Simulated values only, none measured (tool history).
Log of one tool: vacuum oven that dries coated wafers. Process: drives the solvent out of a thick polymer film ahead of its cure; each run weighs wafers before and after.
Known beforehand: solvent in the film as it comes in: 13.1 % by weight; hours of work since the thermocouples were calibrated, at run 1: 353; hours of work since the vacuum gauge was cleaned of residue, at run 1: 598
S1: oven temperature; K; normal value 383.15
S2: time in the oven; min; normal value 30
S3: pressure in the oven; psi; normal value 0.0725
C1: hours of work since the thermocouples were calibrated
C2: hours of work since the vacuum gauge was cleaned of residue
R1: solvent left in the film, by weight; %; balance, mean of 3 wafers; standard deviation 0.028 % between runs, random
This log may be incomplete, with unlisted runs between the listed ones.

run	day	S1	S2	S3	C1	C2	R1
1	0	383.15	30	0.0725	353	598	0.75
2	0.617	375.15	30	0.0725	363	608	1.75
3	1	375.15	30	0.0725	370	614	1.72
4	1.612	375.15	30	0.0725	379	624	1.74
5	1.925	375.15	30	0.0725	384	629	1.74
6	2.475	395.15	30	0.0725	393	638	0.16
7	2.875	383.15	19	0.0725	400	644	1.97
8	3.583	383.15	19	0.0725	411	656	1.94
9	3.925	383.15	19	0.0725	416	661	1.98
10	4.588	383.15	47	0.0725	427	672	0.31
11	4.904	383.15	47	0.0725	432	677	0.33
12	5.362	383.15	47	0.0725	439	684	0.3
13	5.796	383.15	47	0.0725	446	691	0.29
14	6.479	383.15	47	0.0725	457	702	0.3
15	7.15	383.15	47	0.0725	468	713	0.29
16	7.604	383.15	47	0.0725	475	720	0.3
17	8.2	383.15	30	0.0725	485	730	0.78
18	8.892	383.15	30	0.0725	496	741	0.85
19	9.496	383.15	30	0.0725	506	750	0.76
20	10.046	383.15	30	0.0725	514	759	0.79
21	10.654	383.15	30	0.0373	524	769	0.72
22	11.112	383.15	30	0.0725	532	776	0.83
23	11.721	383.15	30	0.0725	541	786	0.84
24	12.146	373.15	34	0.0953	548	793	1.77
25	12.483	373.15	34	0.0953	554	798	1.76
26	13.029	370.15	44	0.1123	562	807	1.52
27	13.404	380.15	30	0.1959	568	813	1.38
28	13.9	380.15	30	0.1959	576	821	1.41
29	14.229	380.15	30	0.1836	582	826	1.38
30	14.758	380.15	42	0.1173	590	835	0.61
31	15.192	387.15	42	0.1173	597	842	0.33
32	15.512	387.15	42	0.1173	602	847	0.32
33	16.162	396.15	35	0.0557	613	857	0.1
34	16.854	383.15	27	0.1194	624	868	1.08
35	17.217	370.15	27	0.0471	629	874	2.93

Run 36 comes next. What will it give?
36	17.575	385.15	53	0.0663	635	880	?

Logged for run 36: R1 0.23 %.
Take away the tool's hidden state, keep the run-to-run variation as it was, and the same run would have given R1 0.23 %.
